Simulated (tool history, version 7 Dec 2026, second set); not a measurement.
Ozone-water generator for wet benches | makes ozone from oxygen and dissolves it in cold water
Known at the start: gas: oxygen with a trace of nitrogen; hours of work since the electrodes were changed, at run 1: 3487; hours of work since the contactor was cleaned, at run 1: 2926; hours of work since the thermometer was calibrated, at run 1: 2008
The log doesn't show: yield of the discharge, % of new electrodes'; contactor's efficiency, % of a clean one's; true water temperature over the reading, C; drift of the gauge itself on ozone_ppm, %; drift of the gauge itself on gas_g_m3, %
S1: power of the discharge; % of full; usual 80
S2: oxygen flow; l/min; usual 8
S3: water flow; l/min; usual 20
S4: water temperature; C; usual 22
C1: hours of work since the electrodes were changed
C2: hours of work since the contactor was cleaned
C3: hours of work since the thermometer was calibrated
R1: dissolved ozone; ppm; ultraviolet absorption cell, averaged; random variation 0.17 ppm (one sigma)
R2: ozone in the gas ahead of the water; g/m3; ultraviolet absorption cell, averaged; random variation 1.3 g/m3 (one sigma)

Run 1, hour 0: usual settings; C1 3487; C2 2926; C3 2008. Result: R1 22.5 ppm, R2 236.7 g/m3.
Run 2, hour 94.4: usual settings; C1 3568; C2 3007; C3 2089. Result: R1 23.1 ppm, R2 236.4 g/m3.
Run 3, hour 190.9: usual settings but S1 51 % of full; C1 3651; C2 3090; C3 2172. Result: R1 16.1 ppm, R2 167.5 g/m3.
Run 4, hour 300.6: usual settings but S3 19 l/min; C1 3745; C2 3184; C3 2266. Result: R1 23.5 ppm, R2 236.5 g/m3.
Run 5, hour 354.6: usual settings but S3 19 l/min; C1 3791; C2 3230; C3 2312. Result: R1 23.6 ppm, R2 237.5 g/m3.
Run 6, hour 465.7: usual settings but S3 19 l/min; C1 3886; C2 3325; C3 2408. Result: R1 23.7 ppm, R2 237.6 g/m3.
Run 7, hour 560.5: usual settings but S3 19 l/min; C1 3968; C2 3407; C3 2489. Result: R1 23.4 ppm, R2 237.2 g/m3.
Run 8, hour 633.5: usual settings but S3 19 l/min; C1 4030; C2 3469; C3 2551. Result: R1 23.5 ppm, R2 237.3 g/m3.
Run 9, hour 704.9: usual settings but S3 29 l/min; C1 4092; C2 3530; C3 2613. Result: R1 17 ppm, R2 235 g/m3.
Run 10, hour 755.7: usual settings but S3 17 l/min; C1 4135; C2 3574; C3 2656. Result: R1 25.1 ppm, R2 236.2 g/m3.
Run 11, hour 838.3: usual settings but S1 84 % of full, S2 10.38 l/min, S3 16 l/min, S4 15 C; C1 4206; C2 3645; C3 2727. Result: R1 30.5 ppm, R2 218 g/m3.
Run 12, hour 886.2: usual settings but S4 21 C; C1 4247; C2 3686; C3 2768. Result: R1 23 ppm, R2 234.5 g/m3.
Run 13, hour 932.6: usual settings but S2 4.73 l/min, S3 12 l/min; C1 4287; C2 3726; C3 2808. Result: R1 32.7 ppm, R2 296.5 g/m3.
At hour 976.3: water thermometer calibrated.
Run 14, hour 993.6: usual settings but S2 4.73 l/min, S3 12 l/min; C1 4339; C2 3778; C3 15. Result: R1 32.9 ppm, R2 296.2 g/m3.
Run 15, hour 1046.5: usual settings but S2 4.73 l/min, S3 12 l/min, S4 20 C; C1 4384; C2 3823; C3 60. Result: R1 33.7 ppm, R2 296.8 g/m3.

Forecast each of these 3 alternatives for the next run:
At hour 1083.3: contactor cleaned.
Run A, hour 1155.1: usual settings but S2 4.73 l/min, S3 12 l/min, S4 23 C; C1 4474; C2 62; C3 150. Result: R1 ?, R2 ?.
At hour 1083.3: contactor cleaned.
Run B, hour 1155.1: usual settings but S1 78 % of full; C1 4474; C2 62; C3 150. Result: R1 ?, R2 ?.
At hour 1083.3: contactor cleaned.
Run C, hour 1155.1: usual settings but S1 75 % of full, S2 4.73 l/min, S3 12 l/min, S4 20 C; C1 4474; C2 62; C3 150. Result: R1 ?, R2 ?.

run    R1     R2
  A    32  296.5
  B  22.2  231.2
  C  31.9  282.1
Without the tool's hidden state the same runs would have given:
run    R1     R2
  A    32  300.6
  B  22.2  234.3
  C    32    286
